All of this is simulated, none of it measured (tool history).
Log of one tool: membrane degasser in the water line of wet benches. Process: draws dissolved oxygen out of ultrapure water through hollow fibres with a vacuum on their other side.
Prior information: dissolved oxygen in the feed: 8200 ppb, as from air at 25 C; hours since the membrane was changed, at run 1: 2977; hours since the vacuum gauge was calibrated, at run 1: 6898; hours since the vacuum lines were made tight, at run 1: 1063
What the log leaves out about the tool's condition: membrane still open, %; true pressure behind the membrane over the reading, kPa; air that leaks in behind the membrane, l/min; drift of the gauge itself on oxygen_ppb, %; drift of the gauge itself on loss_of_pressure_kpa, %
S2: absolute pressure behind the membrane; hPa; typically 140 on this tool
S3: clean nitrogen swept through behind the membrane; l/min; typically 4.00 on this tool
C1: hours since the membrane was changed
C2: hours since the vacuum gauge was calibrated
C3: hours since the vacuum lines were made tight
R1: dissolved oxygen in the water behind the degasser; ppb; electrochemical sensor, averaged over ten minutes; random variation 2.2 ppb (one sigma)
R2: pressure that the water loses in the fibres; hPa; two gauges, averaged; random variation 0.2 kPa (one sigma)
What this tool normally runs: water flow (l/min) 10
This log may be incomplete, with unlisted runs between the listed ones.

{"run": 1, "hour": 0.0, "water flow (l/min)": 10, "S2": 140, "S3": 4.0, "C1": 2977, "C2": 6898, "C3": 1063, "R1": 226.2, "R2": 441.9}
{"hour": 150.7, "done": "vacuum gauge calibrated"}
{"run": 2, "hour": 189.0, "water flow (l/min)": 10, "S2": 140, "S3": 4.0, "C1": 3166, "C2": 38, "C3": 1252, "R1": 229.3, "R2": 441.8}
{"run": 3, "hour": 436.1, "water flow (l/min)": 10, "S2": 140, "S3": 4.0, "C1": 3413, "C2": 285, "C3": 1499, "R1": 222.7, "R2": 439.0}
{"run": 4, "hour": 694.4, "water flow (l/min)": 10, "S2": 140, "S3": 4.0, "C1": 3671, "C2": 544, "C3": 1757, "R1": 229.7, "R2": 441.5}
{"run": 5, "hour": 907.7, "water flow (l/min)": 10, "S2": 140, "S3": 4.0, "C1": 3884, "C2": 757, "C3": 1971, "R1": 227.9, "R2": 441.1}
{"run": 6, "hour": 1223.5, "water flow (l/min)": 10, "S2": 120, "S3": 4.0, "C1": 4200, "C2": 1073, "C3": 2286, "R1": 217.0, "R2": 445.2}
{"run": 7, "hour": 1527.0, "water flow (l/min)": 10, "S2": 120, "S3": 4.0, "C1": 4504, "C2": 1376, "C3": 2590, "R1": 220.7, "R2": 442.8}
{"run": 8, "hour": 1812.3, "water flow (l/min)": 10, "S2": 120, "S3": 4.0, "C1": 4789, "C2": 1662, "C3": 2875, "R1": 215.7, "R2": 447.8}
{"run": 9, "hour": 1947.9, "water flow (l/min)": 10, "S2": 88, "S3": 4.0, "C1": 4925, "C2": 1797, "C3": 3011, "R1": 199.1, "R2": 444.0}
{"run": 10, "hour": 2261.5, "water flow (l/min)": 10, "S2": 88, "S3": 4.0, "C1": 5238, "C2": 2111, "C3": 3325, "R1": 201.8, "R2": 444.6}
{"run": 11, "hour": 2429.7, "water flow (l/min)": 10, "S2": 88, "S3": 4.0, "C1": 5406, "C2": 2279, "C3": 3493, "R1": 203.5, "R2": 442.1}
{"run": 12, "hour": 2593.1, "water flow (l/min)": 10, "S2": 88, "S3": 4.0, "C1": 5570, "C2": 2442, "C3": 3656, "R1": 204.5, "R2": 446.3}
{"run": 13, "hour": 2744.6, "water flow (l/min)": 10, "S2": 88, "S3": 4.0, "C1": 5721, "C2": 2594, "C3": 3808, "R1": 204.2, "R2": 449.8}
{"run": 14, "hour": 3055.4, "water flow (l/min)": 11, "S2": 86, "S3": 6.6, "C1": 6032, "C2": 2905, "C3": 4118, "R1": 230.6, "R2": 494.0}
{"run": 15, "hour": 3183.2, "water flow (l/min)": 11, "S2": 267, "S3": 6.6, "C1": 6160, "C2": 3032, "C3": 4246, "R1": 301.9, "R2": 494.1}
{"run": 16, "hour": 3343.7, "water flow (l/min)": 9, "S2": 267, "S3": 6.6, "C1": 6321, "C2": 3193, "C3": 4407, "R1": 217.6, "R2": 404.7}
{"run": 17, "hour": 3648.3, "water flow (l/min)": 13, "S2": 204, "S3": 4.0, "C1": 6625, "C2": 3498, "C3": 4711, "R1": 421.1, "R2": 582.7}
{"run": 18, "hour": 3852.1, "water flow (l/min)": 13, "S2": 204, "S3": 4.0, "C1": 6829, "C2": 3701, "C3": 4915, "R1": 417.9, "R2": 584.6}
{"run": 19, "hour": 4025.8, "water flow (l/min)": 13, "S2": 143, "S3": 2.18, "C1": 7003, "C2": 3875, "C3": 5089, "R1": 444.1, "R2": 581.5}
{"run": 20, "hour": 4289.0, "water flow (l/min)": 10, "S2": 128, "S3": 10.76, "C1": 7266, "C2": 4138, "C3": 5352, "R1": 199.9, "R2": 452.6}
{"run": 21, "hour": 4597.1, "water flow (l/min)": 8, "S2": 122, "S3": 4.34, "C1": 7574, "C2": 4446, "C3": 5660, "R1": 150.2, "R2": 361.2}
{"run": 22, "hour": 4810.6, "water flow (l/min)": 8, "S2": 122, "S3": 4.34, "C1": 7787, "C2": 4660, "C3": 5874, "R1": 154.5, "R2": 361.9}
{"run": 23, "hour": 5113.1, "water flow (l/min)": 15, "S2": 135, "S3": 4.0, "C1": 8090, "C2": 4962, "C3": 6176, "R1": 469.6, "R2": 677.4}

Below are 4 alternative next runs, each starting from the tool's condition after run 23. Predict each:
{"run": "A", "hour": 5403.9, "water flow (l/min)": 9, "S2": 110, "S3": 4.0, "C1": 8381, "C2": 5253, "C3": 6467, "R1": "?", "R2": "?"}
{"run": "B", "hour": 5403.9, "water flow (l/min)": 9, "S2": 299, "S3": 11.19, "C1": 8381, "C2": 5253, "C3": 6467, "R1": "?", "R2": "?"}
{"run": "C", "hour": 5403.9, "water flow (l/min)": 15, "S2": 148, "S3": 1.85, "C1": 8381, "C2": 5253, "C3": 6467, "R1": "?", "R2": "?"}
{"run": "D", "hour": 5403.9, "water flow (l/min)": 10, "S2": 98, "S3": 4.0, "C1": 8381, "C2": 5253, "C3": 6467, "R1": "?", "R2": "?"}

run=A R1=193.6 R2=411.1
run=B R1=196.9 R2=408.5
run=C R1=597.7 R2=680.8
run=D R1=221.6 R2=457.2
Stripped of hidden state, with their random variation kept, the same runs would have yielded:
run=A R1=164.1 R2=392.6
run=B R1=168.6 R2=390.1
run=C R1=537.1 R2=650.2
run=D R1=188.5 R2=436.7
